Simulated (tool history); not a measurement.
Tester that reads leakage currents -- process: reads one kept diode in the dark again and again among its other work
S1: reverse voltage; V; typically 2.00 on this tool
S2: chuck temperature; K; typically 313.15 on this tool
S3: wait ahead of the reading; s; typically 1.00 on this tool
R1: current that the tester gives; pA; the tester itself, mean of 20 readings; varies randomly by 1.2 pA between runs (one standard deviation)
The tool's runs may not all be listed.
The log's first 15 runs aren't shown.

| run | hour | S1 | S2 | S3 | R1 |
|---|---|---|---|---|---|
|  | 1861.5 | chuck's temperature calibrated |
| 16 | 1894.4 | 1.52 | 313.15 | 1.00 | 354.57 |
| 17 | 2059.4 | 1.52 | 313.15 | 1.00 | 350.48 |
| 18 | 2189.5 | 2.00 | 313.15 | 1.00 | 387.61 |
| 19 | 2380.8 | 2.00 | 313.15 | 1.00 | 382.56 |
| 20 | 2581.3 | 16.12 | 328.15 | 2.62 | 2785.26 |
| 21 | 2693.3 | 16.12 | 328.15 | 2.62 | 2785.43 |
|  | 2820.3 | chuck's temperature calibrated |
| 22 | 2825.7 | 16.12 | 328.15 | 2.62 | 2924.32 |
| 23 | 2916.5 | 16.12 | 328.15 | 2.62 | 2902.77 |
| 24 | 3123.8 | 2.69 | 328.15 | 0.85 | 1462.01 |
| 25 | 3238.3 | 1.19 | 303.15 | 1.11 | 132.04 |
| 26 | 3362.4 | 4.01 | 309.15 | 1.00 | 353.52 |
| 27 | 3509.8 | 4.01 | 309.15 | 1.00 | 350.60 |
| 28 | 3620.2 | 2.00 | 304.15 | 1.00 | 171.24 |
| 29 | 3756.3 | 2.00 | 304.15 | 1.00 | 170.78 |
|  | 3777.5 | chuck's temperature calibrated |
| 30 | 3902.4 | 1.74 | 306.15 | 0.38 | 202.92 |
|  | 3964.7 | probe card cleaned and baked |
| 31 | 3993.7 | 5.84 | 313.15 | 1.00 | 582.26 |
| 32 | 4175.8 | 5.84 | 313.15 | 1.00 | 574.08 |
| 33 | 4310.5 | 2.00 | 296.15 | 1.00 | 82.34 |
| 34 | 4507.2 | 11.60 | 313.15 | 1.00 | 729.55 |
| 35 | 4627.8 | 2.00 | 332.15 | 6.79 | 1732.94 |
|  | 4732.1 | chuck's temperature calibrated |
| 36 | 4760.1 | 9.37 | 313.15 | 1.00 | 705.48 |
| 37 | 4861.2 | 2.00 | 296.15 | 1.00 | 85.47 |
| 38 | 4946.6 | 1.96 | 313.15 | 9.66 | 387.49 |

What if the next run were any one of these 4? Each begins from the tool's condition after run 38:
| A | 5142.4 | 2.42 | 313.15 | 1.89 | ? |
| B | 5142.4 | 2.00 | 313.15 | 1.00 | ? |
| C | 5142.4 | 4.66 | 294.15 | 4.66 | ? |
| D | 5142.4 | 1.96 | 313.15 | 0.75 | ? |

| run | R1 |
|---|---|
| A | 417.75 |
| B | 388.82 |
| C | 96.36 |
| D | 384.08 |
Stripped of hidden state, with their random variation kept, the same runs would have yielded:
| run | R1 |
|---|---|
| A | 431.06 |
| B | 401.28 |
| C | 98.37 |
| D | 396.40 |

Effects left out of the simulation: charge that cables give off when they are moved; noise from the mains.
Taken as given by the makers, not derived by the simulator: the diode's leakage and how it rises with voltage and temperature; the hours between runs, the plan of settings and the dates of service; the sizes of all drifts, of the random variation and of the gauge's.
